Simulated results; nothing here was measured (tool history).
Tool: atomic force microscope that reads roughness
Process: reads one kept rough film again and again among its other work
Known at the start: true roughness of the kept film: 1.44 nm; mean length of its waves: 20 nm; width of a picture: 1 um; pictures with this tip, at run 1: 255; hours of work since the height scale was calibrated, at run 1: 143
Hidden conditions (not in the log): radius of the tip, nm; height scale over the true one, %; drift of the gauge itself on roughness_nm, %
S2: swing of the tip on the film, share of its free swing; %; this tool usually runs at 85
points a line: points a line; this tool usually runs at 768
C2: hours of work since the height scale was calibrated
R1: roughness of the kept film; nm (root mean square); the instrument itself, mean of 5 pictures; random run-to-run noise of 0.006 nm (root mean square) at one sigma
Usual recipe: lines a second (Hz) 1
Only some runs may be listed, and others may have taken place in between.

{"run": 1, "hour": 0.0, "lines a second (Hz)": 1, "S2": 85, "points a line": 768, "pictures with this tip": 255, "C2": 143, "R1": 1.135}
{"run": 2, "hour": 24.9, "lines a second (Hz)": 1, "S2": 85, "points a line": 556, "pictures with this tip": 285, "C2": 159, "R1": 1.125}
{"hour": 41.8, "done": "new tip fitted"}
{"run": 3, "hour": 52.0, "lines a second (Hz)": 1, "S2": 85, "points a line": 556, "pictures with this tip": 12, "C2": 177, "R1": 1.125}
{"run": 4, "hour": 76.5, "lines a second (Hz)": 1, "S2": 85, "points a line": 282, "pictures with this tip": 41, "C2": 193, "R1": 1.101}
{"run": 5, "hour": 106.3, "lines a second (Hz)": 1, "S2": 85, "points a line": 282, "pictures with this tip": 76, "C2": 213, "R1": 1.101}
{"run": 6, "hour": 127.4, "lines a second (Hz)": 3.58, "S2": 85, "points a line": 282, "pictures with this tip": 101, "C2": 226, "R1": 0.876}
{"run": 7, "hour": 165.9, "lines a second (Hz)": 3.58, "S2": 85, "points a line": 282, "pictures with this tip": 146, "C2": 252, "R1": 0.874}
{"run": 8, "hour": 205.4, "lines a second (Hz)": 3.58, "S2": 85, "points a line": 282, "pictures with this tip": 193, "C2": 278, "R1": 0.873}
{"run": 9, "hour": 237.7, "lines a second (Hz)": 1, "S2": 68, "points a line": 768, "pictures with this tip": 231, "C2": 299, "R1": 1.217}
{"run": 10, "hour": 264.1, "lines a second (Hz)": 1, "S2": 68, "points a line": 768, "pictures with this tip": 262, "C2": 317, "R1": 1.209}
{"run": 11, "hour": 292.4, "lines a second (Hz)": 1, "S2": 85, "points a line": 768, "pictures with this tip": 296, "C2": 335, "R1": 1.135}
{"hour": 298.8, "done": "new tip fitted"}
{"run": 12, "hour": 333.5, "lines a second (Hz)": 1, "S2": 85, "points a line": 768, "pictures with this tip": 41, "C2": 362, "R1": 1.132}
{"run": 13, "hour": 359.2, "lines a second (Hz)": 1, "S2": 85, "points a line": 769, "pictures with this tip": 71, "C2": 379, "R1": 1.133}
{"run": 14, "hour": 389.6, "lines a second (Hz)": 0.96, "S2": 85, "points a line": 768, "pictures with this tip": 107, "C2": 399, "R1": 1.128}
{"run": 15, "hour": 430.7, "lines a second (Hz)": 0.96, "S2": 85, "points a line": 768, "pictures with this tip": 155, "C2": 426, "R1": 1.135}
{"run": 16, "hour": 452.3, "lines a second (Hz)": 1.3, "S2": 85, "points a line": 768, "pictures with this tip": 181, "C2": 441, "R1": 1.103}
{"run": 17, "hour": 495.8, "lines a second (Hz)": 1, "S2": 73, "points a line": 768, "pictures with this tip": 232, "C2": 469, "R1": 1.195}
{"run": 18, "hour": 516.1, "lines a second (Hz)": 1, "S2": 73, "points a line": 768, "pictures with this tip": 256, "C2": 483, "R1": 1.174}
{"run": 19, "hour": 547.4, "lines a second (Hz)": 1, "S2": 73, "points a line": 768, "pictures with this tip": 293, "C2": 503, "R1": 1.189}
{"hour": 557.1, "done": "new tip fitted"}
{"run": 20, "hour": 570.2, "lines a second (Hz)": 1, "S2": 73, "points a line": 768, "pictures with this tip": 15, "C2": 518, "R1": 1.182}
{"run": 21, "hour": 593.3, "lines a second (Hz)": 1.54, "S2": 69, "points a line": 314, "pictures with this tip": 43, "C2": 533, "R1": 1.156}
{"run": 22, "hour": 618.3, "lines a second (Hz)": 0.57, "S2": 69, "points a line": 314, "pictures with this tip": 72, "C2": 550, "R1": 1.195}
{"run": 23, "hour": 645.3, "lines a second (Hz)": 1.3, "S2": 85, "points a line": 594, "pictures with this tip": 104, "C2": 568, "R1": 1.097}
{"run": 24, "hour": 671.6, "lines a second (Hz)": 1.31, "S2": 72, "points a line": 349, "pictures with this tip": 135, "C2": 585, "R1": 1.157}
{"run": 25, "hour": 694.6, "lines a second (Hz)": 0.65, "S2": 61, "points a line": 437, "pictures with this tip": 162, "C2": 600, "R1": 1.216}
{"run": 26, "hour": 731.7, "lines a second (Hz)": 0.65, "S2": 61, "points a line": 437, "pictures with this tip": 206, "C2": 625, "R1": 1.221}
{"run": 27, "hour": 757.5, "lines a second (Hz)": 3.92, "S2": 80, "points a line": 437, "pictures with this tip": 236, "C2": 642, "R1": 0.939}
{"run": 28, "hour": 792.5, "lines a second (Hz)": 1, "S2": 69, "points a line": 258, "pictures with this tip": 278, "C2": 665, "R1": 1.152}
{"hour": 816.4, "done": "new tip fitted"}
{"run": 29, "hour": 829.5, "lines a second (Hz)": 1, "S2": 69, "points a line": 258, "pictures with this tip": 16, "C2": 689, "R1": 1.166}

Alternative continuations, all from the tool just after run 29; predict every row:
{"run": "A", "hour": 864.3, "lines a second (Hz)": 0.55, "S2": 58, "points a line": 456, "pictures with this tip": 57, "C2": 712, "R1": "?"}
{"run": "B", "hour": 864.3, "lines a second (Hz)": 1.57, "S2": 85, "points a line": 332, "pictures with this tip": 57, "C2": 712, "R1": "?"}
{"run": "C", "hour": 864.3, "lines a second (Hz)": 1.65, "S2": 85, "points a line": 291, "pictures with this tip": 57, "C2": 712, "R1": "?"}

run=A R1=1.231
run=B R1=1.055
run=C R1=1.026
Without the tool's hidden state the same runs would have given:
run=A R1=1.231
run=B R1=1.056
run=C R1=1.026
